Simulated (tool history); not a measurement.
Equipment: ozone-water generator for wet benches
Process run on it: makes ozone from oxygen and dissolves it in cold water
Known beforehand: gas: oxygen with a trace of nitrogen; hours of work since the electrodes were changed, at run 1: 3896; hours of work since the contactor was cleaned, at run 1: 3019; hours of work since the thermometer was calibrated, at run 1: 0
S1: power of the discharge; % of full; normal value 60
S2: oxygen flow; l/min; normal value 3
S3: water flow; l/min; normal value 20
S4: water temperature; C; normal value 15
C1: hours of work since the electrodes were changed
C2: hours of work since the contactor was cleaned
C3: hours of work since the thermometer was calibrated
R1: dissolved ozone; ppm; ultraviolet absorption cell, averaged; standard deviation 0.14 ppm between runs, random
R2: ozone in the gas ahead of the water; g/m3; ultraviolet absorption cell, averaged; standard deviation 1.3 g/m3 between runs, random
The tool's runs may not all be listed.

run    hour  S1    S2  S3  S4    C1    C2    C3    R1     R2
  1       0  60     3  20  15  3896  3019     0  15.3  232.4
  2   113.2  60     3  20  15  3999  3122   103  15.2  233.9
  3   222.4  60     3  31  15  4098  3222   202   9.6  232.9
  4   381.7  71     3  20  15  4243  3367   348  17.3  264.2
  5   574.9  60     3  14  15  4419  3543   523  21.4  234.2
  6   731.7  60     3  14  16  4562  3685   666  21.1  234.8
  7   946.3  60     3  14  16  4757  3881   862  21.4    233
  8  1086.8  60  1.59  20  15  4885  4009   989  11.8  290.4
  9  1233.5  60  1.59  20  15  5019  4142  1123  11.7  292.6
 10  1455.2  60  1.59  20  15  5221  4344  1325  11.8  291.5
 11  1592.5  60  1.59  20  15  5346  4469  1450  11.9  288.9
 12  1777.9  60  1.59  20  15  5514  4638  1619    12  291.7
 13  1920.1  60  1.59  20  15  5644  4767  1748  11.7  290.3
 14  2060.3  60  1.59  20  15  5772  4895  1876  11.9  289.9
 15  2276.2  60  1.59  20   9  5968  5091  2072  12.4  286.4
 16    2435  60     3  20  15  6113  5236  2217  15.2  231.4
 17  2536.3  60     3  20  15  6205  5328  2309  15.1  230.7
 18  2730.5  55  5.04  29   8  6382  5505  2486  12.6  178.2
 19  2929.6  46  5.04  29   8  6563  5686  2667    11  156.8
 20  3049.6  46  5.04  17  12  6672  5796  2777  17.5  154.1
 21  3219.7  62  5.04  15  12  6827  5951  2931    24  195.8
 22  3415.6  75  3.34  15  12  7005  6129  3110  25.6  263.4
 23  3606.1  44  3.47  26   8  7179  6302  3283  10.4  172.6
 24  3698.8  44  3.47  26   8  7263  6387  3368    10  170.3
 25  3885.2  56     3  20  15  7433  6556  3537  14.4  216.9
 26    4005  56     3  16   9  7542  6665  3646  19.1  214.9
 27  4192.3  56  4.22  16   9  7713  6836  3817  21.3  191.9
 28    4317  56  4.22  16   9  7826  6950  3930  21.3    191
 29  4408.8  56  4.22  16   9  7910  7033  4014  21.3  190.7
 30  4582.1  60  1.86  20  15  8067  7191  4172  12.7  272.3
 31  4762.4  60  1.86  20  15  8232  7355  4336  12.6  271.3
     4912.5  -- water thermometer calibrated
 32  4939.6  60  1.86  20  15  8393  7516    25  12.7  268.1
     5094.9  -- contactor cleaned
 33  5099.4  60  1.86  20  15  8534     4   167  12.8  269.1

Pick out some run-to-run changes in R2. Of each, how much would a tool without hidden state show as well, from the settings, what came in and chance, and how much is left for the hidden state and any gauge scatter not in both results compared?
Hidden conditions of the tool in this case: yield of the discharge, % of new electrodes'; contactor's efficiency, % of a clean one's; true water temperature over the reading, C; drift of the gauge itself on ozone_ppm, %; drift of the gauge itself on gas_g_m3, %.
Run 21 -> 22: S1 62 -> 75, S2 5.04 -> 3.34. R2 +67.6 g/m3: hidden state -1.3, all else +68.9.
Run 22 -> 23: S1 75 -> 44, S2 3.34 -> 3.47, S3 15 -> 26, S4 12 -> 8. R2 -90.8 g/m3: hidden state +1.5, all else -92.3.
Run 29 -> 30: S1 56 -> 60, S2 4.22 -> 1.86, S3 16 -> 20, S4 9 -> 15. R2 +81.6 g/m3: hidden state -2, all else +83.6.
